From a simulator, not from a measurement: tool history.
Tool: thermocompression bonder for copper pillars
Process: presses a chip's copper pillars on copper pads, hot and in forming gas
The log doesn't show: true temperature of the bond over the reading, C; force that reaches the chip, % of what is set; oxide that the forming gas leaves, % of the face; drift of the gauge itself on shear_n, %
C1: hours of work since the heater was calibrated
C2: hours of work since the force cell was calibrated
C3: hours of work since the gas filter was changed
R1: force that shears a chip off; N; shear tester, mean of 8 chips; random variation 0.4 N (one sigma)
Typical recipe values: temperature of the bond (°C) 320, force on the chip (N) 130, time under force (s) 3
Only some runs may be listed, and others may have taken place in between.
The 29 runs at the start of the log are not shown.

{"run": 30, "day": 26.304, "temperature of the bond (°C)": 320, "force on the chip (N)": 130, "time under force (s)": 3, "C1": 122, "C2": 242, "C3": 74, "R1": 59.8}
{"run": 31, "day": 27.033, "temperature of the bond (°C)": 304, "force on the chip (N)": 130, "time under force (s)": 2, "C1": 131, "C2": 251, "C3": 83, "R1": 45.3}
{"run": 32, "day": 27.967, "temperature of the bond (°C)": 301, "force on the chip (N)": 185, "time under force (s)": 3, "C1": 144, "C2": 263, "C3": 95, "R1": 65.7}
{"run": 33, "day": 28.708, "temperature of the bond (°C)": 301, "force on the chip (N)": 185, "time under force (s)": 3, "C1": 153, "C2": 273, "C3": 105, "R1": 66.1}
{"run": 34, "day": 29.583, "temperature of the bond (°C)": 349, "force on the chip (N)": 124, "time under force (s)": 6, "C1": 165, "C2": 284, "C3": 116, "R1": 79.5}
{"run": 35, "day": 30.338, "temperature of the bond (°C)": 320, "force on the chip (N)": 158, "time under force (s)": 3, "C1": 174, "C2": 294, "C3": 126, "R1": 66.6}
{"run": 36, "day": 31.412, "temperature of the bond (°C)": 320, "force on the chip (N)": 158, "time under force (s)": 3, "C1": 188, "C2": 308, "C3": 140, "R1": 65.7}
{"run": 37, "day": 32.617, "temperature of the bond (°C)": 313, "force on the chip (N)": 130, "time under force (s)": 3, "C1": 204, "C2": 324, "C3": 156, "R1": 56.1}
{"run": 38, "day": 33.642, "temperature of the bond (°C)": 320, "force on the chip (N)": 130, "time under force (s)": 2, "C1": 217, "C2": 337, "C3": 169, "R1": 50.1}
{"run": 39, "day": 34.375, "temperature of the bond (°C)": 329, "force on the chip (N)": 165, "time under force (s)": 7, "C1": 227, "C2": 346, "C3": 179, "R1": 83.9}

Predict each of these 5 candidate next runs independently; none follows another, all start after run 39:
{"run": "A", "day": 35.621, "temperature of the bond (°C)": 329, "force on the chip (N)": 144, "time under force (s)": 7, "C1": 243, "C2": 363, "C3": 195, "R1": "?"}
{"run": "B", "day": 35.621, "temperature of the bond (°C)": 330, "force on the chip (N)": 110, "time under force (s)": 4, "C1": 243, "C2": 363, "C3": 195, "R1": "?"}
{"run": "C", "day": 35.621, "temperature of the bond (°C)": 334, "force on the chip (N)": 165, "time under force (s)": 6, "C1": 243, "C2": 363, "C3": 195, "R1": "?"}
{"run": "D", "day": 35.621, "temperature of the bond (°C)": 318, "force on the chip (N)": 165, "time under force (s)": 7, "C1": 243, "C2": 363, "C3": 195, "R1": "?"}
{"run": "E", "day": 35.621, "temperature of the bond (°C)": 350, "force on the chip (N)": 103, "time under force (s)": 7, "C1": 243, "C2": 363, "C3": 195, "R1": "?"}

run=A R1=79.5
run=B R1=58.9
run=C R1=82.7
run=D R1=80.1
run=E R1=73.5
Without the tool's unlogged condition, the same runs would have read:
run=A R1=84.1
run=B R1=62.9
run=C R1=87.3
run=D R1=84.7
run=E R1=77.9

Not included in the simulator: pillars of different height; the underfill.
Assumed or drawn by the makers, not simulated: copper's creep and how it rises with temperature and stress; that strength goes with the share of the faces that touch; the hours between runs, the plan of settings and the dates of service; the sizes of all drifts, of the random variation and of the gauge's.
